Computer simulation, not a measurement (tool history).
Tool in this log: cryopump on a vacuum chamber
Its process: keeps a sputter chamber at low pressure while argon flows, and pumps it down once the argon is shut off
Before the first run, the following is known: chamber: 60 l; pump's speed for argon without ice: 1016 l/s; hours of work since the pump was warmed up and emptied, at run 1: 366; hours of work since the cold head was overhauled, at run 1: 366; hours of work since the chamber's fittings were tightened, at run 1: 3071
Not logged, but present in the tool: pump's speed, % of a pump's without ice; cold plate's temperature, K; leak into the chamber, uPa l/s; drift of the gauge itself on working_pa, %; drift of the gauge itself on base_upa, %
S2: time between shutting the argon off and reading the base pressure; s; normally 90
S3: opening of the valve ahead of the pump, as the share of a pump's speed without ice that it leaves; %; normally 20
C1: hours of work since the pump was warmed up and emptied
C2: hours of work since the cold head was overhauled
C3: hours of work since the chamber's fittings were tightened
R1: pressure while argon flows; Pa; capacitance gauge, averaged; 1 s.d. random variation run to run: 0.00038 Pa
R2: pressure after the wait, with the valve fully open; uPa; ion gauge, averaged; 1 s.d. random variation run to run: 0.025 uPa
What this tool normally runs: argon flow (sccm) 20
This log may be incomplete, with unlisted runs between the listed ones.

run 1 hour=0 | argon_flow_(sccm)=20 S2=90 S3=20 | C1=366 C2=366 C3=3071 | R1=0.1721 R2=3.19
run 2 hour=36.8 | argon_flow_(sccm)=20 S2=90 S3=20 | C1=392 C2=392 C3=3097 | R1=0.1725 R2=3.13
-- hour=57.5 pump warmed up, emptied and cooled again
run 3 hour=70.9 | argon_flow_(sccm)=20 S2=90 S3=20 | C1=9 C2=412 C3=3117 | R1=0.167 R2=2.86
run 4 hour=99.3 | argon_flow_(sccm)=20 S2=90 S3=20 | C1=30 C2=433 C3=3137 | R1=0.1668 R2=2.88
run 5 hour=130.7 | argon_flow_(sccm)=20 S2=101 S3=20 | C1=52 C2=455 C3=3160 | R1=0.1675 R2=2.81
run 6 hour=168.1 | argon_flow_(sccm)=30 S2=90 S3=20 | C1=78 C2=481 C3=3186 | R1=0.2513 R2=2.94
run 7 hour=195.9 | argon_flow_(sccm)=30 S2=90 S3=20 | C1=98 C2=501 C3=3206 | R1=0.2518 R2=3
run 8 hour=234.6 | argon_flow_(sccm)=20 S2=90 S3=20 | C1=125 C2=528 C3=3233 | R1=0.1683 R2=3.01
run 9 hour=263.9 | argon_flow_(sccm)=20 S2=90 S3=20 | C1=146 C2=549 C3=3254 | R1=0.169 R2=3.11
run 10 hour=284.8 | argon_flow_(sccm)=20 S2=90 S3=20 | C1=161 C2=564 C3=3269 | R1=0.1692 R2=3.12
run 11 hour=308.2 | argon_flow_(sccm)=20 S2=90 S3=20 | C1=178 C2=581 C3=3285 | R1=0.1682 R2=3.07
run 12 hour=336.3 | argon_flow_(sccm)=20 S2=90 S3=20 | C1=197 C2=600 C3=3305 | R1=0.1693 R2=3.2
run 13 hour=371.2 | argon_flow_(sccm)=20 S2=90 S3=20 | C1=222 C2=625 C3=3330 | R1=0.1694 R2=3.18
run 14 hour=401.2 | argon_flow_(sccm)=29 S2=90 S3=20 | C1=243 C2=646 C3=3351 | R1=0.2452 R2=3.26
run 15 hour=423.8 | argon_flow_(sccm)=29 S2=90 S3=20 | C1=259 C2=662 C3=3367 | R1=0.2467 R2=3.16
run 16 hour=444.9 | argon_flow_(sccm)=10 S2=24 S3=20 | C1=274 C2=677 C3=3382 | R1=0.0851 R2=5.2
run 17 hour=471 | argon_flow_(sccm)=10 S2=24 S3=20 | C1=293 C2=696 C3=3401 | R1=0.0851 R2=5.02
run 18 hour=500.6 | argon_flow_(sccm)=10 S2=34 S3=43 | C1=314 C2=717 C3=3421 | R1=0.0408 R2=4.45
run 19 hour=537.1 | argon_flow_(sccm)=29 S2=34 S3=22 | C1=340 C2=743 C3=3447 | R1=0.225 R2=4.43
run 20 hour=565.7 | argon_flow_(sccm)=29 S2=34 S3=22 | C1=360 C2=763 C3=3468 | R1=0.2264 R2=4.5
run 21 hour=581.8 | argon_flow_(sccm)=29 S2=34 S3=22 | C1=371 C2=774 C3=3479 | R1=0.2262 R2=4.52
run 22 hour=618.1 | argon_flow_(sccm)=29 S2=34 S3=22 | C1=397 C2=800 C3=3505 | R1=0.2269 R2=4.45
-- hour=633.3 pump warmed up, emptied and cooled again
run 23 hour=651.7 | argon_flow_(sccm)=21 S2=221 S3=22 | C1=13 C2=820 C3=3525 | R1=0.159 R2=2.73
run 24 hour=689.9 | argon_flow_(sccm)=19 S2=90 S3=22 | C1=40 C2=847 C3=3552 | R1=0.1444 R2=3.17
run 25 hour=726.6 | argon_flow_(sccm)=19 S2=90 S3=22 | C1=66 C2=873 C3=3578 | R1=0.1452 R2=3.18

Predict the results of run 26:
run 26 hour=754.8 | argon_flow_(sccm)=19 S2=90 S3=22 | C1=86 C2=893 C3=3598 | R1=? R2=?

Run 26 gave R1 0.1449 Pa, R2 3.25 uPa.
Had the tool carried no hidden state, the very same run would have given R1 0.1433 Pa, R2 1 uPa.
